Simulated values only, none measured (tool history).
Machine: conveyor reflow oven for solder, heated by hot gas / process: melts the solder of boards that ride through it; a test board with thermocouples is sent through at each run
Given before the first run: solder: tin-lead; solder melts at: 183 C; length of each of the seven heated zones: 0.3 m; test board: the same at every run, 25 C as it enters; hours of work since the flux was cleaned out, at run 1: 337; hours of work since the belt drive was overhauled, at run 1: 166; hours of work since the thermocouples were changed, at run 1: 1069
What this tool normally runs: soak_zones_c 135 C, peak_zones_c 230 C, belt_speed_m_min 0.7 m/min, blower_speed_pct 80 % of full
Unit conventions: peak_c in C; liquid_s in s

run,hour,soak_zones_c,peak_zones_c,belt_speed_m_min,blower_speed_pct,hours of work since the flux was cleaned out,hours of work since the belt drive was overhauled,hours of work since the thermocouples were changed,peak_c,liquid_s
1,0,135,230,0.7,80,337,166,1069,210.9,33.4
# hour 16.2: flux residue cleaned out of gas plates and filters
2,62.8,150,230,0.7,80,36,211,1114,216.5,41.1
3,111.7,150,230,0.7,80,74,249,1152,216,40.4
4,161.7,150,230,0.7,80,113,288,1190,215.9,40.7
5,215,150,230,0.7,80,154,329,1232,215.9,40.4
6,299.4,150,230,0.7,80,220,395,1297,214.9,40.4
# hour 323.6: thermocouples of zones 6 and 7 changed
7,355.5,150,230,0.7,80,262,437,25,213.5,39
8,400.5,135,230,0.7,80,297,471,60,210.4,33.7
9,436.7,135,230,0.7,80,325,500,88,209.8,33.4
# hour 464.6: flux residue cleaned out of gas plates and filters
10,527.8,135,230,0.7,80,49,566,155,212.8,34.8
11,573.6,135,230,0.7,80,85,602,190,212.3,34.9
12,618.8,135,230,0.7,80,120,637,225,211.3,34.5
13,666.5,135,229,0.7,80,157,674,262,211.6,33.9
14,702.4,135,229,0.7,80,185,702,290,211.3,34.4
# hour 720.5: belt drive overhauled, speed set with a stopwatch
15,752.1,143,230,0.7,80,220,25,326,213.7,37.4
16,804.3,148,241,0.609,78,261,65,366,227.6,52.5
17,843.5,145,230,0.7,73,291,95,397,212.1,37.4
18,894.7,127,223,0.7,80,331,135,436,204,27.8
# hour 920.8: flux residue cleaned out of gas plates and filters
19,955.2,127,223,0.7,80,27,178,479,205.1,29.1
20,1030.4,135,234,0.7,80,85,237,538,215.8,37.2
# hour 1091.4: belt drive overhauled, speed set with a stopwatch, once more
21,1117,140,233,0.636,52,149,20,602,213.3,39.4
22,1203.1,140,233,0.636,52,216,87,669,212.5,38.6
23,1266.1,140,233,0.636,52,265,136,718,212.1,39.4
24,1334.3,140,233,0.636,52,318,189,771,212.3,38.8
# hour 1373.6: flux residue cleaned out of gas plates and filters
25,1402,140,233,0.636,52,22,237,819,213.8,40.1
26,1454.8,147,233,0.561,62,63,278,860,221.2,53.3
27,1536.8,147,233,0.641,51,127,342,924,215.4,42.2
28,1593.6,147,242,0.808,83,171,386,968,220.4,35.7
29,1667.8,147,242,0.808,83,228,444,1025,219.6,36.1
30,1733.2,147,242,0.808,83,279,494,1076,219.3,35.9

Hidden state at the last listed run before each entry between runs and at the first one after, where it differs:
In the gap between runs 1 and 2: flux residue cleaned out of gas plates and filters (hour 16.2)
  heat that the gas passes to the board, % of a clean oven's: 93.6 -> 98.9; belt's true speed, % of the reading: 99.87 -> 99.82; true gas temperature in zones 6 and 7 over the reading, C: 1.73 -> 1.81
  difference, measured minus the result without the unlogged condition, peak_c: -0.5 -> +1.3 C; liquid_s: -0.6 -> +0.7 s
In the gap between runs 6 and 7: thermocouples of zones 6 and 7 changed (hour 323.6)
  heat that the gas passes to the board, % of a clean oven's: 95.5 -> 94.7; belt's true speed, % of the reading: 99.63 -> 99.58; true gas temperature in zones 6 and 7 over the reading, C: 2.17 -> 0.41
  difference, measured minus the result without the unlogged condition, peak_c: +0.8 -> -1 C; liquid_s: +0.4 -> -0.6 s
In the gap between runs 9 and 10: flux residue cleaned out of gas plates and filters (hour 464.6)
  heat that the gas passes to the board, % of a clean oven's: 93.5 -> 99; belt's true speed, % of the reading: 99.52 -> 99.44; true gas temperature in zones 6 and 7 over the reading, C: 0.54 -> 0.68
  difference, measured minus the result without the unlogged condition, peak_c: -1.4 -> +0.4 C; liquid_s: -1.1 -> +0.5 s
In the gap between runs 14 and 15: belt drive overhauled, speed set with a stopwatch (hour 720.5)
  heat that the gas passes to the board, % of a clean oven's: 96.7 -> 96; belt's true speed, % of the reading: 99.3 -> 98.99; true gas temperature in zones 6 and 7 over the reading, C: 0.94 -> 1
  difference, measured minus the result without the unlogged condition, peak_c: +0.1 -> +0.1 C; liquid_s: +0.1 -> +0.2 s
In the gap between runs 18 and 19: flux residue cleaned out of gas plates and filters (hour 920.8)
  heat that the gas passes to the board, % of a clean oven's: 94 -> 99.1; belt's true speed, % of the reading: 98.87 -> 98.81; true gas temperature in zones 6 and 7 over the reading, C: 1.22 -> 1.31
  difference, measured minus the result without the unlogged condition, peak_c: -0.5 -> +1.2 C; liquid_s: -0.4 -> +1.3 s
In the gap between runs 20 and 21: belt drive overhauled, speed set with a stopwatch, once more (hour 1091.4)
  heat that the gas passes to the board, % of a clean oven's: 97.8 -> 96.7; belt's true speed, % of the reading: 98.76 -> 100.01; true gas temperature in zones 6 and 7 over the reading, C: 1.42 -> 1.54
  difference, measured minus the result without the unlogged condition, peak_c: +0.9 -> +0.5 C; liquid_s: +0.9 -> +0.1 s
In the gap between runs 24 and 25: flux residue cleaned out of gas plates and filters (hour 1373.6)
  heat that the gas passes to the board, % of a clean oven's: 93.5 -> 99.3; belt's true speed, % of the reading: 99.84 -> 99.78; true gas temperature in zones 6 and 7 over the reading, C: 1.88 -> 1.99
  difference, measured minus the result without the unlogged condition, peak_c: -0.1 -> +1.5 C; liquid_s: -0.3 -> +1 s

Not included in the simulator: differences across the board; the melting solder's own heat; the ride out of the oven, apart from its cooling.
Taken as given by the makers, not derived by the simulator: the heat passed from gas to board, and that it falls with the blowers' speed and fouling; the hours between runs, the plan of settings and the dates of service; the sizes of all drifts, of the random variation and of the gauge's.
